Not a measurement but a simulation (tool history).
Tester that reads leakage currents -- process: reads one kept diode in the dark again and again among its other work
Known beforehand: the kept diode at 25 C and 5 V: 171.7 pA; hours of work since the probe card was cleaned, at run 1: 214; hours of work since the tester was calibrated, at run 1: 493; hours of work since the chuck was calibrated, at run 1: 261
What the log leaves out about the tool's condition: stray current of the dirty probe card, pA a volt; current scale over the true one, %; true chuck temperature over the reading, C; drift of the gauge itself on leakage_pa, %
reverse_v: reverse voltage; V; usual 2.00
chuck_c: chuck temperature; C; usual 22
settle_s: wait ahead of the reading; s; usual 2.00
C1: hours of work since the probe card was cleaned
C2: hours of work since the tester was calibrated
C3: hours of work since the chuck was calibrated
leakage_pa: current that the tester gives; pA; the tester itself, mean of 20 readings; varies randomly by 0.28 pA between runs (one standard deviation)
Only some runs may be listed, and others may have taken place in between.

run 1 hour=0.0 | reverse_v=2.00 chuck_c=22 settle_s=2.00 | C1=214 C2=493 C3=261 | leakage_pa=90.21
run 2 hour=24.1 | reverse_v=2.00 chuck_c=22 settle_s=2.00 | C1=230 C2=509 C3=277 | leakage_pa=90.04
run 3 hour=61.2 | reverse_v=2.00 chuck_c=22 settle_s=2.00 | C1=255 C2=534 C3=301 | leakage_pa=89.52
run 4 hour=95.4 | reverse_v=2.75 chuck_c=22 settle_s=2.00 | C1=278 C2=556 C3=324 | leakage_pa=100.90
run 5 hour=121.6 | reverse_v=2.75 chuck_c=22 settle_s=2.00 | C1=295 C2=574 C3=341 | leakage_pa=100.52
run 6 hour=143.7 | reverse_v=2.75 chuck_c=22 settle_s=2.00 | C1=310 C2=588 C3=356 | leakage_pa=100.32
run 7 hour=173.8 | reverse_v=2.75 chuck_c=22 settle_s=2.00 | C1=330 C2=608 C3=376 | leakage_pa=101.13
run 8 hour=211.7 | reverse_v=3.90 chuck_c=22 settle_s=2.00 | C1=355 C2=634 C3=401 | leakage_pa=115.10
run 9 hour=236.9 | reverse_v=2.00 chuck_c=22 settle_s=2.00 | C1=371 C2=650 C3=418 | leakage_pa=87.69
run 10 hour=263.2 | reverse_v=2.00 chuck_c=22 settle_s=2.00 | C1=389 C2=668 C3=435 | leakage_pa=87.41
run 11 hour=298.7 | reverse_v=2.00 chuck_c=22 settle_s=2.00 | C1=413 C2=691 C3=459 | leakage_pa=86.77
run 12 hour=333.0 | reverse_v=2.00 chuck_c=22 settle_s=2.00 | C1=435 C2=714 C3=482 | leakage_pa=86.53
run 13 hour=357.1 | reverse_v=2.00 chuck_c=22 settle_s=2.00 | C1=451 C2=730 C3=498 | leakage_pa=86.37
run 14 hour=381.3 | reverse_v=2.00 chuck_c=22 settle_s=2.00 | C1=467 C2=746 C3=514 | leakage_pa=85.90
run 15 hour=407.0 | reverse_v=2.00 chuck_c=22 settle_s=2.00 | C1=484 C2=763 C3=531 | leakage_pa=85.45
run 16 hour=453.8 | reverse_v=2.00 chuck_c=22 settle_s=1.15 | C1=515 C2=794 C3=562 | leakage_pa=84.96
run 17 hour=478.4 | reverse_v=2.00 chuck_c=22 settle_s=1.15 | C1=532 C2=811 C3=578 | leakage_pa=85.04
-- hour=485.2 probe card cleaned and baked
run 18 hour=511.3 | reverse_v=2.00 chuck_c=22 settle_s=2.00 | C1=17 C2=830 C3=598 | leakage_pa=85.05
run 19 hour=557.3 | reverse_v=2.00 chuck_c=22 settle_s=2.00 | C1=48 C2=861 C3=629 | leakage_pa=84.10
-- hour=570.6 probe card cleaned and baked, once more
run 20 hour=597.0 | reverse_v=2.00 chuck_c=22 settle_s=2.00 | C1=18 C2=885 C3=653 | leakage_pa=83.57
run 21 hour=624.7 | reverse_v=1.39 chuck_c=43 settle_s=2.00 | C1=36 C2=904 C3=671 | leakage_pa=385.19
run 22 hour=656.1 | reverse_v=5.36 chuck_c=22 settle_s=7.68 | C1=57 C2=925 C3=692 | leakage_pa=123.05
-- hour=678.8 chuck's temperature calibrated
run 23 hour=685.9 | reverse_v=5.36 chuck_c=59 settle_s=7.68 | C1=75 C2=943 C3=5 | leakage_pa=2248.26
run 24 hour=718.5 | reverse_v=5.36 chuck_c=59 settle_s=7.68 | C1=97 C2=965 C3=26 | leakage_pa=2236.34
run 25 hour=744.3 | reverse_v=3.51 chuck_c=21 settle_s=2.00 | C1=114 C2=982 C3=43 | leakage_pa=105.93
run 26 hour=791.0 | reverse_v=2.00 chuck_c=22 settle_s=0.55 | C1=145 C2=1013 C3=74 | leakage_pa=92.17
run 27 hour=814.9 | reverse_v=2.36 chuck_c=22 settle_s=1.01 | C1=161 C2=1029 C3=90 | leakage_pa=97.46
run 28 hour=858.5 | reverse_v=11.60 chuck_c=22 settle_s=1.84 | C1=190 C2=1058 C3=119 | leakage_pa=185.05
run 29 hour=892.5 | reverse_v=11.60 chuck_c=22 settle_s=1.84 | C1=212 C2=1080 C3=142 | leakage_pa=187.18
run 30 hour=936.1 | reverse_v=11.60 chuck_c=22 settle_s=1.84 | C1=241 C2=1109 C3=171 | leakage_pa=184.27
run 31 hour=975.2 | reverse_v=3.50 chuck_c=44 settle_s=1.84 | C1=267 C2=1135 C3=197 | leakage_pa=636.12
run 32 hour=1004.7 | reverse_v=12.44 chuck_c=22 settle_s=2.00 | C1=287 C2=1155 C3=216 | leakage_pa=188.19
run 33 hour=1038.1 | reverse_v=10.92 chuck_c=57 settle_s=2.17 | C1=309 C2=1177 C3=238 | leakage_pa=2531.80
run 34 hour=1061.9 | reverse_v=1.53 chuck_c=23 settle_s=2.01 | C1=325 C2=1193 C3=254 | leakage_pa=86.57
run 35 hour=1095.2 | reverse_v=1.59 chuck_c=31 settle_s=2.00 | C1=347 C2=1215 C3=276 | leakage_pa=168.55
run 36 hour=1118.5 | reverse_v=1.40 chuck_c=41 settle_s=2.00 | C1=362 C2=1230 C3=292 | leakage_pa=348.31
run 37 hour=1166.6 | reverse_v=1.40 chuck_c=41 settle_s=2.00 | C1=394 C2=1262 C3=324 | leakage_pa=344.13
run 38 hour=1207.5 | reverse_v=1.89 chuck_c=30 settle_s=2.00 | C1=421 C2=1289 C3=351 | leakage_pa=164.96
run 39 hour=1249.1 | reverse_v=5.93 chuck_c=47 settle_s=1.31 | C1=449 C2=1317 C3=378 | leakage_pa=951.64

How would selected steps in leakage_pa from run to run divide? Give the signed amount a tool lacking its hidden state would still show from settings, what came in and random variation, and the signed amount left for the hidden state, including any gauge scatter that is not in both of the compared results.
Run 24 -> 25: reverse_v 5.36 -> 3.51, chuck_c 59 -> 21, settle_s 7.68 -> 2.00. leakage_pa -2130.41 pA: hidden state +3.53, all else -2133.94.
Run 32 -> 33: reverse_v 12.44 -> 10.92, chuck_c 22 -> 57, settle_s 2.00 -> 2.17. leakage_pa +2343.61 pA: hidden state -79.09, all else +2422.70.
Run 33 -> 34: reverse_v 10.92 -> 1.53, chuck_c 57 -> 23, settle_s 2.17 -> 2.01. leakage_pa -2445.23 pA: hidden state +80.94, all else -2526.17.
Run 38 -> 39: reverse_v 1.89 -> 5.93, chuck_c 30 -> 47, settle_s 2.00 -> 1.31. leakage_pa +786.68 pA: hidden state -45.67, all else +832.35.
